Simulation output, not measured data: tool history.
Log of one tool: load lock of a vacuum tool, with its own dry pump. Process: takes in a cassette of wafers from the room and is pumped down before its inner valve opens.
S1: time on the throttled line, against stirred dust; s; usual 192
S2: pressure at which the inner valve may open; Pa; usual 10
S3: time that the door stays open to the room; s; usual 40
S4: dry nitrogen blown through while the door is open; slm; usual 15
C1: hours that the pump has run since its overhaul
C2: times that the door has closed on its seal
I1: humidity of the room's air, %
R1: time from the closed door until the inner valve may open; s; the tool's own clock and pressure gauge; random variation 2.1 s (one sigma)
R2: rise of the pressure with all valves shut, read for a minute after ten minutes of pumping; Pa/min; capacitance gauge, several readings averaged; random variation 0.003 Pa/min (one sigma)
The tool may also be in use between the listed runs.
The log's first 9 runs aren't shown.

run 10 day=26.517 | S1=192 S2=10 S3=40 S4=15 | C1=4028 C2=5014 | I1=48.5 | R1=339.5 R2=0.017
run 11 day=30.579 | S1=192 S2=10 S3=40 S4=15 | C1=4126 C2=5367 | I1=45.6 | R1=342.2 R2=0.010
run 12 day=32.975 | S1=192 S2=10 S3=40 S4=15 | C1=4183 C2=5574 | I1=45.9 | R1=337.4 R2=0.020
run 13 day=35.800 | S1=192 S2=10 S3=40 S4=15 | C1=4251 C2=5820 | I1=47.2 | R1=343.2 R2=0.016
run 14 day=37.883 | S1=192 S2=11 S3=40 S4=15 | C1=4301 C2=6001 | I1=46.7 | R1=337.5 R2=0.018
run 15 day=41.617 | S1=192 S2=10 S3=164 S4=15 | C1=4391 C2=6325 | I1=44.4 | R1=340.5 R2=0.023
run 16 day=44.467 | S1=192 S2=8 S3=40 S4=15 | C1=4459 C2=6572 | I1=46.2 | R1=349.8 R2=0.013
run 17 day=46.592 | S1=192 S2=8 S3=40 S4=15 | C1=4510 C2=6756 | I1=44.6 | R1=344.7 R2=0.019
run 18 day=48.421 | S1=192 S2=8 S3=40 S4=15 | C1=4554 C2=6915 | I1=44.6 | R1=348.4 R2=0.020
run 19 day=51.221 | S1=192 S2=10 S3=40 S4=5 | C1=4621 C2=7158 | I1=46.1 | R1=340.2 R2=0.025
run 20 day=53.408 | S1=156 S2=10 S3=36 S4=5 | C1=4674 C2=7348 | I1=44.6 | R1=312.8 R2=0.021
run 21 day=56.075 | S1=345 S2=7 S3=202 S4=15 | C1=4738 C2=7580 | I1=46.6 | R1=461.1 R2=0.025
run 22 day=57.888 | S1=118 S2=17 S3=38 S4=14 | C1=4781 C2=7737 | I1=42.9 | R1=270.7 R2=0.012
run 23 day=59.992 | S1=118 S2=17 S3=38 S4=14 | C1=4832 C2=7920 | I1=45.3 | R1=271.0 R2=0.015
run 24 day=62.471 | S1=118 S2=10 S3=238 S4=14 | C1=4891 C2=8135 | I1=43.2 | R1=282.6 R2=0.025
run 25 day=65.967 | S1=118 S2=10 S3=238 S4=14 | C1=4975 C2=8438 | I1=43.7 | R1=284.3 R2=0.028
run 26 day=69.117 | S1=116 S2=15 S3=61 S4=25 | C1=5051 C2=8712 | I1=46.0 | R1=272.0 R2=0.013
run 27 day=72.492 | S1=192 S2=14 S3=55 S4=15 | C1=5132 C2=9005 | I1=45.9 | R1=336.5 R2=0.013
run 28 day=74.654 | S1=192 S2=14 S3=55 S4=15 | C1=5184 C2=9192 | I1=46.6 | R1=333.2 R2=0.016
run 29 day=76.904 | S1=192 S2=14 S3=55 S4=15 | C1=5238 C2=9388 | I1=44.7 | R1=334.7 R2=0.016

Forecast run 30:
run 30 day=80.167 | S1=143 S2=14 S3=73 S4=15 | C1=5316 C2=9671 | I1=45.5 | R1=? R2=?

Run 30 gave R1 293.3 s, R2 0.017 Pa/min.
Without the tool's hidden state the same run would have given R1 293.2 s, R2 0.017 Pa/min.

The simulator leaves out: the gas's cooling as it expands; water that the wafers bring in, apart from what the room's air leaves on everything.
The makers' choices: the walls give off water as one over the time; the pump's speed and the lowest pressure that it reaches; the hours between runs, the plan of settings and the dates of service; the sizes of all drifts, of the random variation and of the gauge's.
